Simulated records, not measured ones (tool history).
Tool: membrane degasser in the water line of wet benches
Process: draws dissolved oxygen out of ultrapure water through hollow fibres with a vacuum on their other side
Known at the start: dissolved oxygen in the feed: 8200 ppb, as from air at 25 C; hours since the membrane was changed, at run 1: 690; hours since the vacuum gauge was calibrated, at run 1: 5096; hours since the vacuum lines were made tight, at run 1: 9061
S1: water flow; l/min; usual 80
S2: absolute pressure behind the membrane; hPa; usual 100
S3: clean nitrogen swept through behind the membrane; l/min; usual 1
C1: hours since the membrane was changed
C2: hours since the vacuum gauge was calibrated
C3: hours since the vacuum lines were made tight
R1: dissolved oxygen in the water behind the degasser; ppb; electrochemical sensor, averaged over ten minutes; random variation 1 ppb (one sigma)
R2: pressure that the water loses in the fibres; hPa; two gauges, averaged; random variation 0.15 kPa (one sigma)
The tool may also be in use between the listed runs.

Run 1, hour 0: usual settings; C1 690; C2 5096; C3 9061. Result: R1 851.2 ppb, R2 398.3 hPa.
Run 2, hour 45.1: usual settings; C1 735; C2 5141; C3 9106. Result: R1 854.3 ppb, R2 400.8 hPa.
Run 3, hour 97.2: usual settings; C1 787; C2 5193; C3 9158. Result: R1 852.4 ppb, R2 399.5 hPa.
Run 4, hour 150: usual settings but S2 182 hPa; C1 840; C2 5246; C3 9210. Result: R1 1710.8 ppb, R2 401.8 hPa.
Run 5, hour 178.5: usual settings but S2 182 hPa; C1 869; C2 5274; C3 9239. Result: R1 1711.1 ppb, R2 400.1 hPa.
Run 6, hour 211.6: usual settings; C1 902; C2 5307; C3 9272. Result: R1 850.9 ppb, R2 403.7 hPa.
Run 7, hour 253.3: usual settings but S1 105 l/min; C1 944; C2 5349; C3 9314. Result: R1 1010 ppb, R2 524.4 hPa.
Run 8, hour 299: usual settings; C1 989; C2 5395; C3 9360. Result: R1 850.3 ppb, R2 397.1 hPa.
Run 9, hour 351: usual settings; C1 1041; C2 5447; C3 9412. Result: R1 854.2 ppb, R2 400.4 hPa.
Run 10, hour 408.2: usual settings; C1 1098; C2 5504; C3 9469. Result: R1 851.6 ppb, R2 399.6 hPa.
Run 11, hour 446.3: usual settings; C1 1137; C2 5542; C3 9507. Result: R1 851.1 ppb, R2 401.5 hPa.
Run 12, hour 494: usual settings; C1 1184; C2 5590; C3 9555. Result: R1 851.5 ppb, R2 399.2 hPa.
Run 13, hour 548.7: usual settings; C1 1239; C2 5644; C3 9609. Result: R1 853 ppb, R2 402.5 hPa.
Run 14, hour 576.4: usual settings but S1 61 l/min, S2 61 hPa, S3 0.64 l/min; C1 1267; C2 5672; C3 9637. Result: R1 423.7 ppb, R2 304.6 hPa.
Run 15, hour 625.7: usual settings but S1 67 l/min, S2 78 hPa, S3 2.45 l/min; C1 1316; C2 5721; C3 9686. Result: R1 268.3 ppb, R2 337.6 hPa.
Run 16, hour 682.8: usual settings but S1 67 l/min, S2 78 hPa, S3 2.45 l/min; C1 1373; C2 5778; C3 9743. Result: R1 268.5 ppb, R2 336 hPa.
At hour 694.4: vacuum gauge calibrated.
Run 17, hour 735.2: usual settings but S1 112 l/min, S2 223 hPa, S3 1.92 l/min; C1 1425; C2 41; C3 9795. Result: R1 1726 ppb, R2 559.1 hPa.
Run 18, hour 778.9: usual settings but S1 112 l/min, S2 223 hPa, S3 1.92 l/min; C1 1469; C2 84; C3 9839. Result: R1 1727.7 ppb, R2 560.3 hPa.
Run 19, hour 810.3: usual settings but S1 112 l/min, S2 223 hPa, S3 1.92 l/min; C1 1500; C2 116; C3 9870. Result: R1 1730.2 ppb, R2 559.8 hPa.
Run 20, hour 851.4: usual settings but S1 100 l/min; C1 1541; C2 157; C3 9911. Result: R1 981.6 ppb, R2 499.7 hPa.
Run 21, hour 891.3: usual settings but S1 70 l/min, S2 183 hPa, S3 1.8 l/min; C1 1581; C2 197; C3 9951. Result: R1 1065.5 ppb, R2 347.4 hPa.
Run 22, hour 929.9: usual settings but S1 74 l/min, S2 65 hPa, S3 2.04 l/min; C1 1620; C2 235; C3 9990. Result: R1 246.2 ppb, R2 368.3 hPa.
Run 23, hour 977.3: usual settings but S1 84 l/min, S2 142 hPa, S3 0.55 l/min; C1 1667; C2 283; C3 10037. Result: R1 1874.1 ppb, R2 421.2 hPa.
Run 24, hour 1024.9: usual settings but S2 204 hPa, S3 0.55 l/min; C1 1715; C2 330; C3 10085. Result: R1 2630.9 ppb, R2 401.1 hPa.
Run 25, hour 1081.7: usual settings but S1 69 l/min, S2 81 hPa; C1 1771; C2 387; C3 10142. Result: R1 568.3 ppb, R2 346.1 hPa.
Run 26, hour 1110.4: usual settings but S1 64 l/min, S2 74 hPa, S3 1.08 l/min; C1 1800; C2 416; C3 10170. Result: R1 442 ppb, R2 321.2 hPa.

4 ways to go on from here, each from the tool as it stands after run 26. What would each give?
Run A, hour 1152.2: usual settings but S1 68 l/min, S2 91 hPa, S3 1.59 l/min; C1 1842; C2 458; C3 10212. Result: R1 ?, R2 ?.
Run B, hour 1152.2: usual settings but S1 88 l/min, S2 173 hPa, S3 2.96 l/min; C1 1842; C2 458; C3 10212. Result: R1 ?, R2 ?.
Run C, hour 1152.2: usual settings but S1 49 l/min, S2 94 hPa, S3 0.54 l/min; C1 1842; C2 458; C3 10212. Result: R1 ?, R2 ?.
Run D, hour 1152.2: usual settings but S2 139 hPa, S3 2.44 l/min; C1 1842; C2 458; C3 10212. Result: R1 ?, R2 ?.

run     R1     R2
  A    482  341.2
  B  822.3  441.8
  C  837.5  243.7
  D  688.8  400.8
Without the tool's hidden state the same runs would have given:
run     R1     R2
  A  481.9  341.1
  B  822.2  441.7
  C  837.6  243.7
  D  688.8  400.8

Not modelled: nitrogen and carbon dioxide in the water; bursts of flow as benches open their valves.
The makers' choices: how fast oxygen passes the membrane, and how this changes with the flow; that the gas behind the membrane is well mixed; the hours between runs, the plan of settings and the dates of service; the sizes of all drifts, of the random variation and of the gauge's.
